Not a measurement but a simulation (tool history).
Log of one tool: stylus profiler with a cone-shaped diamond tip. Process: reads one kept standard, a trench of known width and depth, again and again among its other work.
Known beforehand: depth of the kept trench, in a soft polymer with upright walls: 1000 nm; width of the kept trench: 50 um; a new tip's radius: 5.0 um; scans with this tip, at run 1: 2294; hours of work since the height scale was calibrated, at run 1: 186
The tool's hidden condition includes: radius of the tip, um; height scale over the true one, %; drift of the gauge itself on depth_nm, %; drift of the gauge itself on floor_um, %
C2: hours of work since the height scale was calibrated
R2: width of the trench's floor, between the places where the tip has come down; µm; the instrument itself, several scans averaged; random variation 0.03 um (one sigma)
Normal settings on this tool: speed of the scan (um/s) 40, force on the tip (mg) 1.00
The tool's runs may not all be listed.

Run 1, hour 0.0: usual settings; scans with this tip 2294; C2 186. Result: depth of the trench (nm) 1005.07, R2 43.07 µm.
Run 2, hour 17.1: usual settings; scans with this tip 2389; C2 193. Result: depth of the trench (nm) 1005.23, R2 43.13 µm.
Run 3, hour 34.8: usual settings; scans with this tip 2487; C2 201. Result: depth of the trench (nm) 1005.25, R2 43.12 µm.
Run 4, hour 48.6: usual settings but force on the tip (mg) 1.38; scans with this tip 2564; C2 208. Result: depth of the trench (nm) 1006.47, R2 43.11 µm.
Run 5, hour 65.8: usual settings; scans with this tip 2660; C2 215. Result: depth of the trench (nm) 1005.22, R2 43.05 µm.
Run 6, hour 76.0: usual settings; scans with this tip 2717; C2 220. Result: depth of the trench (nm) 1005.24, R2 43.05 µm.
Run 7, hour 95.1: usual settings but force on the tip (mg) 1.81; scans with this tip 2823; C2 229. Result: depth of the trench (nm) 1007.67, R2 43.02 µm.
Run 8, hour 106.7: usual settings but force on the tip (mg) 1.81; scans with this tip 2888; C2 234. Result: depth of the trench (nm) 1007.61, R2 43.08 µm.
Run 9, hour 119.3: usual settings; scans with this tip 2958; C2 240. Result: depth of the trench (nm) 1005.35, R2 42.92 µm.
Run 10, hour 143.8: usual settings; scans with this tip 3094; C2 251. Result: depth of the trench (nm) 1005.29, R2 43.00 µm.
Run 11, hour 156.9: usual settings but speed of the scan (um/s) 13; scans with this tip 3167; C2 256. Result: depth of the trench (nm) 1005.28, R2 43.10 µm.
Run 12, hour 169.1: usual settings but speed of the scan (um/s) 13; scans with this tip 3236; C2 262. Result: depth of the trench (nm) 1005.59, R2 43.08 µm.
Run 13, hour 193.0: usual settings but force on the tip (mg) 0.73; scans with this tip 3368; C2 273. Result: depth of the trench (nm) 1004.42, R2 42.84 µm.
Run 14, hour 216.6: usual settings but speed of the scan (um/s) 109, force on the tip (mg) 0.73; scans with this tip 3500; C2 283. Result: depth of the trench (nm) 1004.70, R2 42.39 µm.
Run 15, hour 233.5: usual settings but speed of the scan (um/s) 109, force on the tip (mg) 0.73; scans with this tip 3594; C2 291. Result: depth of the trench (nm) 1004.40, R2 42.29 µm.
Run 16, hour 255.8: usual settings but speed of the scan (um/s) 109, force on the tip (mg) 0.73; scans with this tip 3718; C2 301. Result: depth of the trench (nm) 1004.61, R2 42.30 µm.
Run 17, hour 267.0: usual settings but speed of the scan (um/s) 35, force on the tip (mg) 0.73; scans with this tip 3781; C2 306. Result: depth of the trench (nm) 1004.30, R2 42.80 µm.
Run 18, hour 288.0: usual settings but speed of the scan (um/s) 35, force on the tip (mg) 0.73; scans with this tip 3897; C2 316. Result: depth of the trench (nm) 1004.66, R2 42.76 µm.
Run 19, hour 299.5: usual settings but speed of the scan (um/s) 129; scans with this tip 3962; C2 321. Result: depth of the trench (nm) 1005.71, R2 42.24 µm.
Run 20, hour 317.5: usual settings but speed of the scan (um/s) 129, force on the tip (mg) 1.85; scans with this tip 4062; C2 329. Result: depth of the trench (nm) 1008.30, R2 42.36 µm.
Run 21, hour 338.6: usual settings but speed of the scan (um/s) 152, force on the tip (mg) 1.97; scans with this tip 4179; C2 338. Result: depth of the trench (nm) 1008.57, R2 42.27 µm.
Run 22, hour 359.9: usual settings but speed of the scan (um/s) 118, force on the tip (mg) 0.45; scans with this tip 4298; C2 348. Result: depth of the trench (nm) 1003.30, R2 41.93 µm.
Run 23, hour 379.8: usual settings but speed of the scan (um/s) 32, force on the tip (mg) 1.49; scans with this tip 4409; C2 357. Result: depth of the trench (nm) 1007.41, R2 42.72 µm.
Run 24, hour 397.0: usual settings but speed of the scan (um/s) 32, force on the tip (mg) 1.49; scans with this tip 4504; C2 365. Result: depth of the trench (nm) 1007.30, R2 42.73 µm.
Run 25, hour 412.0: usual settings but speed of the scan (um/s) 149, force on the tip (mg) 0.40; scans with this tip 4588; C2 371. Result: depth of the trench (nm) 1003.20, R2 41.47 µm.
At hour 414.7: height scale calibrated on a step standard.
Run 26, hour 423.9: usual settings but speed of the scan (um/s) 149, force on the tip (mg) 0.40; scans with this tip 4651; C2 4. Result: depth of the trench (nm) 1003.80, R2 41.47 µm.
Run 27, hour 436.2: usual settings but speed of the scan (um/s) 143, force on the tip (mg) 2.75; scans with this tip 4720; C2 10. Result: depth of the trench (nm) 1010.57, R2 42.31 µm.
Run 28, hour 449.1: usual settings but speed of the scan (um/s) 143, force on the tip (mg) 2.75; scans with this tip 4792; C2 16. Result: depth of the trench (nm) 1011.18, R2 42.29 µm.
Run 29, hour 460.2: usual settings but speed of the scan (um/s) 127, force on the tip (mg) 1.23; scans with this tip 4853; C2 21. Result: depth of the trench (nm) 1006.98, R2 42.14 µm.
At hour 464.1: height scale calibrated on a step standard, once more.
Run 30, hour 474.0: usual settings but speed of the scan (um/s) 127, force on the tip (mg) 0.89; scans with this tip 4928; C2 4. Result: depth of the trench (nm) 1004.54, R2 41.99 µm.
Run 31, hour 488.6: usual settings but speed of the scan (um/s) 123, force on the tip (mg) 0.42; scans with this tip 5009; C2 11. Result: depth of the trench (nm) 1002.61, R2 41.63 µm.
Run 32, hour 499.4: usual settings but speed of the scan (um/s) 123, force on the tip (mg) 0.35; scans with this tip 5069; C2 16. Result: depth of the trench (nm) 1002.19, R2 41.55 µm.
Run 33, hour 523.9: usual settings but speed of the scan (um/s) 48, force on the tip (mg) 0.63; scans with this tip 5205; C2 27. Result: depth of the trench (nm) 1003.67, R2 42.36 µm.
Run 34, hour 534.7: usual settings but speed of the scan (um/s) 15, force on the tip (mg) 0.84; scans with this tip 5265; C2 32. Result: depth of the trench (nm) 1004.76, R2 42.62 µm.
Run 35, hour 555.2: usual settings but speed of the scan (um/s) 15, force on the tip (mg) 0.84; scans with this tip 5380; C2 41. Result: depth of the trench (nm) 1004.51, R2 42.57 µm.
Run 36, hour 572.9: usual settings but speed of the scan (um/s) 15, force on the tip (mg) 0.84; scans with this tip 5478; C2 49. Result: depth of the trench (nm) 1004.41, R2 42.54 µm.
Run 37, hour 586.9: usual settings but speed of the scan (um/s) 15, force on the tip (mg) 0.84; scans with this tip 5556; C2 55. Result: depth of the trench (nm) 1004.47, R2 42.53 µm.

Forecast each of these 4 alternatives for the next run:
Run A, hour 603.7: usual settings but speed of the scan (um/s) 124; scans with this tip 5650; C2 63. Result: depth of the trench (nm) ?, R2 ?.
Run B, hour 603.7: usual settings but speed of the scan (um/s) 44, force on the tip (mg) 0.36; scans with this tip 5650; C2 63. Result: depth of the trench (nm) ?, R2 ?.
Run C, hour 603.7: usual settings but speed of the scan (um/s) 16, force on the tip (mg) 0.87; scans with this tip 5650; C2 63. Result: depth of the trench (nm) ?, R2 ?.
Run D, hour 603.7: usual settings but force on the tip (mg) 0.38; scans with this tip 5650; C2 63. Result: depth of the trench (nm) ?, R2 ?.

run  depth of the trench (nm)     R2
  A                   1005.16  41.83
  B                   1002.69  42.21
  C                   1004.70  42.44
  D                   1002.77  42.27
With no hidden state in the tool, these same runs would have given:
run  depth of the trench (nm)     R2
  A                   1005.09  43.23
  B                   1002.62  43.61
  C                   1004.63  43.84
  D                   1002.70  43.67
